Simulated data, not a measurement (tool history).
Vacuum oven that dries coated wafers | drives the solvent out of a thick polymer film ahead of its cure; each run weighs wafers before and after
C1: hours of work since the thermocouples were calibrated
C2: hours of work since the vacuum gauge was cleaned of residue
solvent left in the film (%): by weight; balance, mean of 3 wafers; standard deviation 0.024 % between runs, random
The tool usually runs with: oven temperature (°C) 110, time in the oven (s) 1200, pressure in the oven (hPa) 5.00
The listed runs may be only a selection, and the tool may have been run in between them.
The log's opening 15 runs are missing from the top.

run 16 hour=276.3 | oven_temperature_(°C)=110 time_in_the_oven_(s)=1200 pressure_in_the_oven_(hPa)=5.00 | C1=487 C2=370 | solvent_left_in_the_film_(%)=2.21
run 17 hour=292.3 | oven_temperature_(°C)=95 time_in_the_oven_(s)=600 pressure_in_the_oven_(hPa)=16.99 | C1=499 C2=382 | solvent_left_in_the_film_(%)=12.89
run 18 hour=306.6 | oven_temperature_(°C)=125 time_in_the_oven_(s)=600 pressure_in_the_oven_(hPa)=12.18 | C1=510 C2=393 | solvent_left_in_the_film_(%)=1.80
run 19 hour=322.4 | oven_temperature_(°C)=97 time_in_the_oven_(s)=600 pressure_in_the_oven_(hPa)=15.57 | C1=522 C2=405 | solvent_left_in_the_film_(%)=12.23
run 20 hour=345.6 | oven_temperature_(°C)=107 time_in_the_oven_(s)=1320 pressure_in_the_oven_(hPa)=5.00 | C1=539 C2=422 | solvent_left_in_the_film_(%)=2.54
run 21 hour=371.7 | oven_temperature_(°C)=107 time_in_the_oven_(s)=1320 pressure_in_the_oven_(hPa)=5.00 | C1=559 C2=442 | solvent_left_in_the_film_(%)=2.61
run 22 hour=395.0 | oven_temperature_(°C)=115 time_in_the_oven_(s)=900 pressure_in_the_oven_(hPa)=13.60 | C1=576 C2=460 | solvent_left_in_the_film_(%)=2.51
run 23 hour=419.2 | oven_temperature_(°C)=107 time_in_the_oven_(s)=1200 pressure_in_the_oven_(hPa)=11.06 | C1=595 C2=478 | solvent_left_in_the_film_(%)=3.39
run 24 hour=431.0 | oven_temperature_(°C)=114 time_in_the_oven_(s)=960 pressure_in_the_oven_(hPa)=2.61 | C1=603 C2=487 | solvent_left_in_the_film_(%)=2.08
run 25 hour=453.0 | oven_temperature_(°C)=110 time_in_the_oven_(s)=1440 pressure_in_the_oven_(hPa)=11.47 | C1=620 C2=503 | solvent_left_in_the_film_(%)=1.80
run 26 hour=473.2 | oven_temperature_(°C)=110 time_in_the_oven_(s)=1200 pressure_in_the_oven_(hPa)=3.21 | C1=635 C2=519 | solvent_left_in_the_film_(%)=2.17
run 27 hour=498.0 | oven_temperature_(°C)=116 time_in_the_oven_(s)=1440 pressure_in_the_oven_(hPa)=11.85 | C1=654 C2=537 | solvent_left_in_the_film_(%)=0.87
run 28 hour=523.8 | oven_temperature_(°C)=116 time_in_the_oven_(s)=1440 pressure_in_the_oven_(hPa)=11.85 | C1=673 C2=557 | solvent_left_in_the_film_(%)=0.89
run 29 hour=539.9 | oven_temperature_(°C)=116 time_in_the_oven_(s)=1440 pressure_in_the_oven_(hPa)=11.85 | C1=686 C2=569 | solvent_left_in_the_film_(%)=0.85
-- hour=552.5 oven's thermocouples calibrated
run 30 hour=570.8 | oven_temperature_(°C)=100 time_in_the_oven_(s)=1440 pressure_in_the_oven_(hPa)=5.00 | C1=14 C2=591 | solvent_left_in_the_film_(%)=4.58
run 31 hour=590.5 | oven_temperature_(°C)=113 time_in_the_oven_(s)=1200 pressure_in_the_oven_(hPa)=10.60 | C1=29 C2=605 | solvent_left_in_the_film_(%)=1.72

Each row is a separate what-if for the run after 31, all from the same tool condition, not one after another. Results?
run A hour=618.3 | oven_temperature_(°C)=124 time_in_the_oven_(s)=1380 pressure_in_the_oven_(hPa)=5.00 | C1=50 C2=626 | solvent_left_in_the_film_(%)=?
run B hour=618.3 | oven_temperature_(°C)=96 time_in_the_oven_(s)=1800 pressure_in_the_oven_(hPa)=10.60 | C1=50 C2=626 | solvent_left_in_the_film_(%)=?
run C hour=618.3 | oven_temperature_(°C)=110 time_in_the_oven_(s)=1200 pressure_in_the_oven_(hPa)=2.84 | C1=50 C2=626 | solvent_left_in_the_film_(%)=?
run D hour=618.3 | oven_temperature_(°C)=115 time_in_the_oven_(s)=1200 pressure_in_the_oven_(hPa)=3.43 | C1=50 C2=626 | solvent_left_in_the_film_(%)=?

run=A solvent_left_in_the_film_(%)=0.24
run=B solvent_left_in_the_film_(%)=5.09
run=C solvent_left_in_the_film_(%)=2.07
run=D solvent_left_in_the_film_(%)=1.06
What these runs would have given with no unlogged condition in the tool:
run=A solvent_left_in_the_film_(%)=0.24
run=B solvent_left_in_the_film_(%)=5.09
run=C solvent_left_in_the_film_(%)=2.07
run=D solvent_left_in_the_film_(%)=1.06
